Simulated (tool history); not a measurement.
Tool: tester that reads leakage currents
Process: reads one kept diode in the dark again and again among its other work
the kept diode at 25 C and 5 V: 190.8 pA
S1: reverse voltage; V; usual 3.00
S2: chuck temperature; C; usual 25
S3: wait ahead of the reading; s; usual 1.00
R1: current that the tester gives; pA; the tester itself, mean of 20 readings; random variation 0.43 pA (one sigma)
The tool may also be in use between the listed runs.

run     day     S1  S2    S3       R1
  1   0.000   3.00  25  1.00   137.75
  2   1.962   3.00  25  1.00   138.27
  3   4.129   3.00  23  1.00   116.17
  4   5.488   3.00  23  7.20   115.45
  5   7.412   3.00  52  1.00  1134.41
  6   9.175   3.00  52  1.00  1125.25
  7  10.529   3.00  42  1.00   535.82
  8  11.983   3.00  42  1.00   533.68
     13.425  -- probe card cleaned and baked
  9  13.888   3.00  42  1.00   529.39
 10  15.821   3.00  42  1.00   529.28
 11  17.608   3.00  42  6.76   526.27
 12  19.212   3.00  42  6.76   524.15
 13  20.846   3.00  42  6.76   524.29
 14  22.783   3.00  25  1.00   130.64
 15  24.725   3.00  25  1.00   130.61
 16  26.396   3.00  25  0.31   131.49
 17  27.988  12.92  25  1.00   310.50
 18  29.542  12.92  25  1.00   309.10
 19  31.671  18.17  25  1.00   380.39
 20  33.854  18.17  55  1.00  3914.95
 21  35.933   3.25  35  1.12   308.30
 22  37.188   3.25  35  1.12   307.27
 23  38.317   3.25  35  1.12   308.93
 24  39.500   2.34  25  3.90   109.54
 25  40.854   2.34  25  3.90   109.16
 26  42.496   4.02  25  1.00   150.58
     43.175  -- chuck's temperature calibrated
 27  44.254   3.00  29  1.00   195.48
 28  45.833   2.94  29  1.00   193.42
 29  46.896   3.00  31  0.36   231.39
 30  49.133  11.62  26  0.99   340.18
 31  51.096   2.67  28  1.00   167.41
 32  52.054   2.67  22  1.00    99.88
 33  53.046   1.89  34  5.60   220.32
 34  54.771  11.95  25  2.04   316.23
 35  56.771   1.06  51  2.04   571.85
 36  58.608   2.36  45  7.24   587.28
 37  60.225   1.68  35  1.66   219.88
 38  62.125   1.68  35  1.66   220.00
 39  63.500  14.00  35  0.89   777.35
 40  65.217   3.00  25  2.17   135.77

4 ways to go on from here, each from the tool as it stands after run 40. What would each give?
  A  66.379  11.46  25  6.75   ?
  B  66.379  14.88  29  0.91   ?
  C  66.379  16.77  22  0.46   ?
  D  66.379   3.00  27  2.43   ?

run      R1
  A  303.50
  B  494.11
  C  303.91
  D  160.32
Without the tool's hidden state the same runs would have given:
run      R1
  A  313.13
  B  512.11
  C  309.15
  D  167.79
